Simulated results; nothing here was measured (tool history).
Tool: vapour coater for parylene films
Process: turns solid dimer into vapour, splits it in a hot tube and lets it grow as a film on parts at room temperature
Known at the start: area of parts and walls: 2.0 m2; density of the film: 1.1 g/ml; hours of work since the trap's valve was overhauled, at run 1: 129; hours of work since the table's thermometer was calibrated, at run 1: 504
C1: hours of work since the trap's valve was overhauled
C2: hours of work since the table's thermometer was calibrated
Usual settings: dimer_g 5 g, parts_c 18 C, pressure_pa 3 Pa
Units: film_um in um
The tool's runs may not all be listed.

run 1 day=0 | dimer_g=5 parts_c=18 pressure_pa=3 | C1=129 C2=504 | film_um=1.462
run 2 day=0.85 | dimer_g=5 parts_c=18 pressure_pa=3 | C1=144 C2=519 | film_um=1.446
run 3 day=1.3 | dimer_g=5 parts_c=18 pressure_pa=3 | C1=152 C2=527 | film_um=1.459
run 4 day=2.125 | dimer_g=5 parts_c=18 pressure_pa=3 | C1=167 C2=542 | film_um=1.465
run 5 day=2.825 | dimer_g=5 parts_c=18 pressure_pa=3 | C1=179 C2=554 | film_um=1.436
-- day=2.917 table's thermometer calibrated
run 6 day=3.412 | dimer_g=5 parts_c=18 pressure_pa=3 | C1=188 C2=9 | film_um=1.438
run 7 day=3.992 | dimer_g=5 parts_c=18 pressure_pa=3 | C1=199 C2=19 | film_um=1.418
run 8 day=4.454 | dimer_g=5 parts_c=18 pressure_pa=3 | C1=207 C2=27 | film_um=1.401
-- day=5.192 trap's valve overhauled
run 9 day=5.5 | dimer_g=5 parts_c=18 pressure_pa=3 | C1=5 C2=42 | film_um=1.528
run 10 day=5.967 | dimer_g=5 parts_c=19 pressure_pa=3 | C1=14 C2=51 | film_um=1.473
run 11 day=6.596 | dimer_g=5 parts_c=12 pressure_pa=5.7 | C1=25 C2=62 | film_um=1.734
run 12 day=7.538 | dimer_g=5 parts_c=12 pressure_pa=5.7 | C1=41 C2=78 | film_um=1.708
run 13 day=8.421 | dimer_g=4 parts_c=16 pressure_pa=3.58 | C1=57 C2=94 | film_um=1.248

Hidden state at the last listed run before each entry between runs and at the first one after, where it differs:
Between runs 5 and 6: table's thermometer calibrated (day 2.917)
  vapour lost through the trap's worn valve, %: 6.5 -> 6.8; true temperature of the parts over the reading, C: 0.53 -> 0.64
  measured less the result without the state, film_um: -0.124 -> -0.134 um
Between runs 8 and 9: trap's valve overhauled (day 5.192)
  vapour lost through the trap's worn valve, %: 7.4 -> 0.5; true temperature of the parts over the reading, C: 0.65 -> 0.66
  measured less the result without the state, film_um: -0.143 -> -0.037 um

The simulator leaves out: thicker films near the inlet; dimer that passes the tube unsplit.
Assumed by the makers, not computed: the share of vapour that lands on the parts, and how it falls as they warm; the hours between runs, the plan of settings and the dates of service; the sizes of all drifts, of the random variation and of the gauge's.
